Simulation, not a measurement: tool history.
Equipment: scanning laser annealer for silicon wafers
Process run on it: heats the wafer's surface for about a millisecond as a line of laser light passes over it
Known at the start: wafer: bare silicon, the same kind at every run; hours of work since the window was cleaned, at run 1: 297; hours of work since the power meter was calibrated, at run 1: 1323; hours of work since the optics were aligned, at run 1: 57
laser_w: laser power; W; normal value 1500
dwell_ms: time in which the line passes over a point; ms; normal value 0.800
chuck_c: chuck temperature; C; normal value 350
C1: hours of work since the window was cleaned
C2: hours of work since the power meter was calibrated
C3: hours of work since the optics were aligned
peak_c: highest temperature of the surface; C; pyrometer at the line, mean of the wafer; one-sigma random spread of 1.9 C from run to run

Run 1, hour 0.0: usual settings; C1 297; C2 1323; C3 57. Result: peak_c 1103 C.
Run 2, hour 44.8: usual settings; C1 325; C2 1352; C3 85. Result: peak_c 1100 C.
Run 3, hour 101.8: usual settings; C1 361; C2 1388; C3 121. Result: peak_c 1101 C.
Run 4, hour 125.5: usual settings but dwell_ms 0.601 ms; C1 376; C2 1403; C3 136. Result: peak_c 1010 C.
Run 5, hour 175.0: usual settings but dwell_ms 0.601 ms; C1 408; C2 1434; C3 168. Result: peak_c 1009 C.
Run 6, hour 211.1: usual settings but dwell_ms 0.601 ms; C1 431; C2 1457; C3 191. Result: peak_c 1009 C.
Run 7, hour 258.9: usual settings but dwell_ms 0.601 ms; C1 461; C2 1487; C3 221. Result: peak_c 1008 C.
Run 8, hour 300.2: usual settings but dwell_ms 0.601 ms; C1 487; C2 1514; C3 247. Result: peak_c 1011 C.
Run 9, hour 329.0: usual settings; C1 506; C2 1532; C3 266. Result: peak_c 1091 C.
At hour 334.0: window over the wafer cleaned.
Run 10, hour 369.6: usual settings but chuck_c 313 C; C1 23; C2 1557; C3 290. Result: peak_c 1043 C.
Run 11, hour 413.7: usual settings but dwell_ms 0.732 ms, chuck_c 313 C; C1 51; C2 1585; C3 318. Result: peak_c 1016 C.
Run 12, hour 444.5: usual settings but dwell_ms 0.732 ms, chuck_c 313 C; C1 70; C2 1604; C3 338. Result: peak_c 1016 C.
Run 13, hour 475.4: usual settings but dwell_ms 0.635 ms, chuck_c 346 C; C1 90; C2 1624; C3 357. Result: peak_c 1005 C.
Run 14, hour 523.4: usual settings but laser_w 1483 W, dwell_ms 0.635 ms, chuck_c 327 C; C1 120; C2 1654; C3 388. Result: peak_c 977 C.
Run 15, hour 563.0: usual settings but laser_w 1483 W, dwell_ms 0.635 ms, chuck_c 327 C; C1 145; C2 1679; C3 413. Result: peak_c 974 C.
Run 16, hour 591.5: usual settings but laser_w 1483 W, dwell_ms 0.635 ms, chuck_c 327 C; C1 164; C2 1697; C3 431. Result: peak_c 970 C.
Run 17, hour 633.9: usual settings but laser_w 1483 W, dwell_ms 0.635 ms, chuck_c 327 C; C1 190; C2 1724; C3 458. Result: peak_c 974 C.
At hour 658.3: window over the wafer cleaned, once more.
Run 18, hour 685.1: usual settings but laser_w 1483 W, dwell_ms 0.635 ms, chuck_c 327 C; C1 17; C2 1756; C3 489. Result: peak_c 998 C.
Run 19, hour 710.5: usual settings but laser_w 1490 W, dwell_ms 0.705 ms, chuck_c 374 C; C1 33; C2 1772; C3 505. Result: peak_c 1080 C.
Run 20, hour 756.6: usual settings but laser_w 1490 W, dwell_ms 0.705 ms, chuck_c 374 C; C1 62; C2 1801; C3 535. Result: peak_c 1077 C.
Run 21, hour 810.5: usual settings but laser_w 1427 W, chuck_c 335 C; C1 97; C2 1835; C3 569. Result: peak_c 1034 C.
Run 22, hour 836.6: usual settings but laser_w 1427 W, chuck_c 335 C; C1 113; C2 1852; C3 585. Result: peak_c 1035 C.
Run 23, hour 875.9: usual settings but laser_w 1319 W, chuck_c 376 C; C1 138; C2 1877; C3 610. Result: peak_c 1005 C.
Run 24, hour 918.6: usual settings but laser_w 1319 W, chuck_c 376 C; C1 165; C2 1904; C3 638. Result: peak_c 1004 C.

Below are 3 alternative next runs, each starting from the tool's condition after run 24. Predict each:
Run A, hour 971.1: usual settings but laser_w 1599 W, dwell_ms 0.884 ms, chuck_c 353 C; C1 199; C2 1937; C3 671. Result: peak_c ?.
Run B, hour 971.1: usual settings but laser_w 1364 W, dwell_ms 0.653 ms, chuck_c 337 C; C1 199; C2 1937; C3 671. Result: peak_c ?.
Run C, hour 971.1: usual settings but laser_w 1551 W, dwell_ms 0.669 ms, chuck_c 378 C; C1 199; C2 1937; C3 671. Result: peak_c ?.

run  peak_c
  A    1198
  B     937
  C    1098
Without the tool's unlogged condition, the same runs would have read:
run  peak_c
  A    1230
  B     959
  C    1124
